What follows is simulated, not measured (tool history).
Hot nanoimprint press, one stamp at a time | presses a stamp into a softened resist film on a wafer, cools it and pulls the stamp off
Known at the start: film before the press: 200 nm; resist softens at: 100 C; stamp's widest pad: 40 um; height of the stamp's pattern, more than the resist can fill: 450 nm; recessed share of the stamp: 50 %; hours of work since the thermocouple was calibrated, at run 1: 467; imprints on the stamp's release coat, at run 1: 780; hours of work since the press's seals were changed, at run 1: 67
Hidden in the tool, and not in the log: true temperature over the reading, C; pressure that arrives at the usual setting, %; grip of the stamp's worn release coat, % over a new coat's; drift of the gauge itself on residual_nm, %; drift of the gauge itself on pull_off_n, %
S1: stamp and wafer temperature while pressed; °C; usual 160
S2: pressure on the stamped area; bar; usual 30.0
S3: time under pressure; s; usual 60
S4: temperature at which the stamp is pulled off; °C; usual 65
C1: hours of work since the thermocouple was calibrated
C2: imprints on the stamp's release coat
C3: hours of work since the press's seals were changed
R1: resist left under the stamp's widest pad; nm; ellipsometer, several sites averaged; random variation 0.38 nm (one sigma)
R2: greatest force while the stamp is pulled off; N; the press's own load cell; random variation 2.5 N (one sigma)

run,hour,S1,S2,S3,S4,C1,C2,C3,R1,R2
1,0.0,160,30.0,60,65,467,780,67,73.0,116
2,5.7,160,30.0,60,65,471,805,71,72.0,123
3,13.0,160,30.0,60,65,476,837,77,72.4,117
4,19.2,160,30.0,60,65,481,864,81,72.1,117
5,27.8,160,30.0,60,65,487,901,87,73.6,113
6,34.5,160,30.0,60,65,492,930,92,72.0,119
7,39.5,161,30.0,113,63,496,952,96,55.1,118
8,45.6,161,30.0,113,63,500,979,101,55.2,122
9,51.5,160,43.5,35,65,505,1004,105,70.3,120
10,57.8,160,25.8,39,65,509,1032,110,91.3,115
# hour 69.0: plate thermocouple calibrated
11,69.8,160,30.0,62,65,1,1071,116,71.7,117

Forecast each of these 5 alternatives for the next run:
A,76.9,149,30.0,60,56,6,1102,121,?,?
B,76.9,160,30.0,60,65,6,1102,121,?,?
C,76.9,160,29.8,62,65,6,1102,121,?,?
D,76.9,160,30.0,60,55,6,1102,121,?,?
E,76.9,160,30.0,33,64,6,1102,121,?,?

run,R1,R2
A,127.9,142
B,72.8,119
C,71.7,115
D,72.5,144
E,88.6,120
Without the tool's hidden state the same runs would have given:
run,R1,R2
A,127.9,140
B,72.8,117
C,71.7,113
D,72.5,142
E,88.7,118

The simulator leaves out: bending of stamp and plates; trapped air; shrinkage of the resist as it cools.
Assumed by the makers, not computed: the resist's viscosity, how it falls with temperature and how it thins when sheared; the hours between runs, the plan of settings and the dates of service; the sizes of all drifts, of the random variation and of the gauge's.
